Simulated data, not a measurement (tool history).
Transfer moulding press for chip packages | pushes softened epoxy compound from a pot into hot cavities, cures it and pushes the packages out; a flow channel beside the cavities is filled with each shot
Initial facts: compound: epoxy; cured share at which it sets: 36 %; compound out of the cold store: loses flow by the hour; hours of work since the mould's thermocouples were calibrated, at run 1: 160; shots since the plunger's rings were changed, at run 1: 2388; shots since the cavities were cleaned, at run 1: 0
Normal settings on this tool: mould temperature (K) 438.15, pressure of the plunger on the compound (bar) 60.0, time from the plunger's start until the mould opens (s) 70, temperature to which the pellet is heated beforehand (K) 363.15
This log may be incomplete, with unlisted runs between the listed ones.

run,hour,mould temperature (K),pressure of the plunger on the compound (bar),time from the plunger's start until the mould opens (s),temperature to which the pellet is heated beforehand (K),hours of work since the mould's thermocouples were calibrated,shots since the plunger's rings were changed,shots since the cavities were cleaned,incoming compound's hours out of the cold store,length that the compound runs in the flow channel (mm),greatest force on the pins that push the packages out (N)
1,0.0,438.15,60.0,70,363.15,160,2388,0,17.8,656,395
2,13.8,438.15,60.0,70,363.15,171,2650,262,45.5,569,469
3,25.6,438.15,60.0,70,363.15,181,2873,485,19.6,647,593
4,35.1,438.15,60.0,70,363.15,188,3055,667,16.5,660,629
# hour 46.3: cavities cleaned with cleaning compound and waxed
5,51.1,438.15,60.0,70,356.15,200,3329,90,8.2,690,456
6,59.3,438.15,60.0,70,356.15,206,3485,246,14.0,664,529
7,70.6,438.15,53.9,70,363.15,215,3698,459,12.7,633,616
8,86.0,438.15,53.9,70,363.15,227,3991,752,16.4,617,650
# hour 92.4: cavities cleaned with cleaning compound and waxed
9,100.0,438.15,53.9,70,363.15,237,4229,145,12.7,626,475
10,111.4,438.15,53.9,70,363.15,246,4445,361,21.7,598,583
11,119.6,438.15,60.0,70,361.15,252,4599,515,8.1,681,654
12,133.4,438.15,60.0,107,363.15,263,4861,777,47.9,547,446
# hour 139.5: cavities cleaned with cleaning compound and waxed
13,141.3,438.15,60.0,107,363.15,268,4983,34,22.2,626,296
14,148.3,438.15,60.0,107,363.15,274,5115,166,40.7,566,327
15,159.5,438.15,60.0,107,363.15,283,5327,378,44.6,553,392
16,175.0,438.15,60.0,107,363.15,295,5623,674,45.0,552,430
# hour 185.8: cavities cleaned with cleaning compound and waxed
17,187.5,438.15,60.0,107,371.15,304,5831,34,32.5,586,267
18,200.5,438.15,60.0,107,371.15,314,6077,280,17.0,632,367
# hour 204.8: plunger's sealing rings changed
19,216.6,432.15,53.3,95,356.15,325,224,538,24.1,638,506
20,227.3,438.15,57.3,108,363.15,333,427,741,39.7,585,441
# hour 234.2: cavities cleaned with cleaning compound and waxed
21,244.2,438.15,49.5,67,359.15,345,719,190,37.5,552,511
22,257.5,438.15,49.5,67,359.15,356,971,442,25.5,584,655
23,268.5,438.15,49.5,67,359.15,365,1181,652,46.9,521,674
# hour 280.4: cavities cleaned with cleaning compound and waxed
24,283.2,438.15,49.5,67,359.15,375,1431,54,40.4,536,438
25,293.7,438.15,49.5,67,359.15,383,1630,253,40.4,539,557
26,302.4,434.15,49.6,100,355.15,390,1793,416,38.3,554,416
27,309.8,438.15,74.7,80,363.15,396,1935,558,46.2,639,465
28,317.1,431.15,46.8,80,363.15,402,2072,695,25.8,582,786

Hidden state at the last listed run before each entry between runs and at the first one after, where it differs:
From run 4 to run 5: cavities cleaned with cleaning compound and waxed (hour 46.3)
  true mould temperature over the reading, C: -0.12 -> -0.14; pressure that reaches the compound, % of what is set: 92.81 -> 92.25; grip of the stained cavities, % over clean ones': 65.9 -> 13.3
  measured minus no-state result, length that the compound runs in the flow channel (mm): -24 -> -28; greatest force on the pins that push the packages out (N): +251 -> +57
From run 8 to run 9: cavities cleaned with cleaning compound and waxed (hour 92.4)
  true mould temperature over the reading, C: -0.18 -> -0.2; pressure that reaches the compound, % of what is set: 90.93 -> 90.5; grip of the stained cavities, % over clean ones': 70.8 -> 23.4
  measured minus no-state result, length that the compound runs in the flow channel (mm): -29 -> -31; greatest force on the pins that push the packages out (N): +273 -> +96
From run 12 to run 13: cavities cleaned with cleaning compound and waxed (hour 139.5)
  pressure that reaches the compound, % of what is set: 89.15 -> 88.94; grip of the stained cavities, % over clean ones': 73.4 -> 7
  measured minus no-state result, length that the compound runs in the flow channel (mm): -31 -> -37; greatest force on the pins that push the packages out (N): +188 -> +19
From run 16 to run 17: cavities cleaned with cleaning compound and waxed (hour 185.8)
  true mould temperature over the reading, C: -0.3 -> -0.32; pressure that reaches the compound, % of what is set: 87.72 -> 87.29; grip of the stained cavities, % over clean ones': 65.8 -> 6.2
  measured minus no-state result, length that the compound runs in the flow channel (mm): -36 -> -40; greatest force on the pins that push the packages out (N): +171 -> +16
From run 18 to run 19: plunger's sealing rings changed (hour 204.8)
  true mould temperature over the reading, C: -0.33 -> -0.35; pressure that reaches the compound, % of what is set: 86.86 -> 98.88; grip of the stained cavities, % over clean ones': 37.7 -> 60.1
  measured minus no-state result, length that the compound runs in the flow channel (mm): -45 -> -2; greatest force on the pins that push the packages out (N): +101 -> +195
From run 20 to run 21: cavities cleaned with cleaning compound and waxed (hour 234.2)
  true mould temperature over the reading, C: -0.37 -> -0.39; pressure that reaches the compound, % of what is set: 98.44 -> 97.81; grip of the stained cavities, % over clean ones': 70.6 -> 26.9
  measured minus no-state result, length that the compound runs in the flow channel (mm): -4 -> -5; greatest force on the pins that push the packages out (N): +185 -> +118
From run 23 to run 24: cavities cleaned with cleaning compound and waxed (hour 280.4)
  true mould temperature over the reading, C: -0.42 -> -0.44; pressure that reaches the compound, % of what is set: 96.9 -> 96.42; grip of the stained cavities, % over clean ones': 67.4 -> 10.6
  measured minus no-state result, length that the compound runs in the flow channel (mm): -8 -> -9; greatest force on the pins that push the packages out (N): +284 -> +53

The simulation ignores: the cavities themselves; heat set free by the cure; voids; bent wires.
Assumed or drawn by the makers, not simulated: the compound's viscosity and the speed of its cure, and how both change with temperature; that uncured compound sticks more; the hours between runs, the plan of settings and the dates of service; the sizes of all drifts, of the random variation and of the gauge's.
